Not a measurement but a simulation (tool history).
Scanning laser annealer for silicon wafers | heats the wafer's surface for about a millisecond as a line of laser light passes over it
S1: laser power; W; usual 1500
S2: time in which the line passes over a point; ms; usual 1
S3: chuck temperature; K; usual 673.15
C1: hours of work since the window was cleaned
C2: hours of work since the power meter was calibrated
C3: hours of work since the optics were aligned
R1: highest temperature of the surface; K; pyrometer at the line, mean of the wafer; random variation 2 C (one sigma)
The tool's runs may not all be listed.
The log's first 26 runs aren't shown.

Run 27, day 14.188: usual settings but S1 1490 W, S2 0.78 ms; C1 410; C2 213; C3 783. Result: R1 1419.15 K.
Run 28, day 14.621: usual settings but S1 1490 W, S2 0.78 ms; C1 415; C2 218; C3 788. Result: R1 1422.15 K.
Run 29, day 15.088: usual settings but S1 1490 W, S2 0.78 ms; C1 421; C2 224; C3 793. Result: R1 1421.15 K.
Run 30, day 15.583: usual settings but S1 1490 W, S2 0.78 ms; C1 427; C2 229; C3 799. Result: R1 1424.15 K.
Run 31, day 16.1: usual settings but S1 1351 W, S2 1.17 ms, S3 663.15 K; C1 433; C2 236; C3 806. Result: R1 1486.15 K.
Run 32, day 16.729: usual settings but S1 1351 W, S2 1.17 ms, S3 663.15 K; C1 441; C2 243; C3 813. Result: R1 1485.15 K.
Run 33, day 17.321: usual settings but S1 1329 W, S2 0.72 ms, S3 638.15 K; C1 448; C2 250; C3 820. Result: R1 1279.15 K.
Run 34, day 17.996: usual settings but S1 1329 W, S2 0.72 ms, S3 638.15 K; C1 456; C2 258; C3 828. Result: R1 1278.15 K.
Run 35, day 18.804: usual settings but S1 1329 W, S2 0.72 ms, S3 638.15 K; C1 466; C2 268; C3 838. Result: R1 1279.15 K.
Run 36, day 19.179: usual settings but S1 1329 W, S2 0.72 ms, S3 638.15 K; C1 470; C2 273; C3 843. Result: R1 1278.15 K.
Run 37, day 19.821: usual settings but S1 1329 W, S2 0.9 ms, S3 701.15 K; C1 478; C2 280; C3 850. Result: R1 1412.15 K.
Run 38, day 20.558: usual settings but S1 1329 W, S2 0.9 ms, S3 701.15 K; C1 487; C2 289; C3 859. Result: R1 1416.15 K.
Run 39, day 20.9: usual settings but S1 1290 W, S3 646.15 K; C1 491; C2 293; C3 863. Result: R1 1374.15 K.
Run 40, day 21.308: usual settings but S1 1456 W, S2 1.01 ms, S3 674.15 K; C1 496; C2 298; C3 868. Result: R1 1500.15 K.
Run 41, day 21.867: usual settings but S1 1456 W, S2 1.04 ms; C1 502; C2 305; C3 875. Result: R1 1511.15 K.

3 ways to go on from here, each from the tool as it stands after run 41. What would each give?
Run A, day 22.467: usual settings but S1 1432 W, S2 1.2 ms; C1 510; C2 312; C3 882. Result: R1 ?.
Run B, day 22.467: usual settings but S1 1316 W, S2 1.04 ms, S3 663.15 K; C1 510; C2 312; C3 882. Result: R1 ?.
Run C, day 22.467: usual settings but S2 0.76 ms; C1 510; C2 312; C3 882. Result: R1 ?.

run       R1
  A  1556.15
  B  1419.15
  C  1418.15
Without the tool's hidden state the same runs would have given:
run       R1
  A  1557.15
  B  1420.15
  C  1419.15
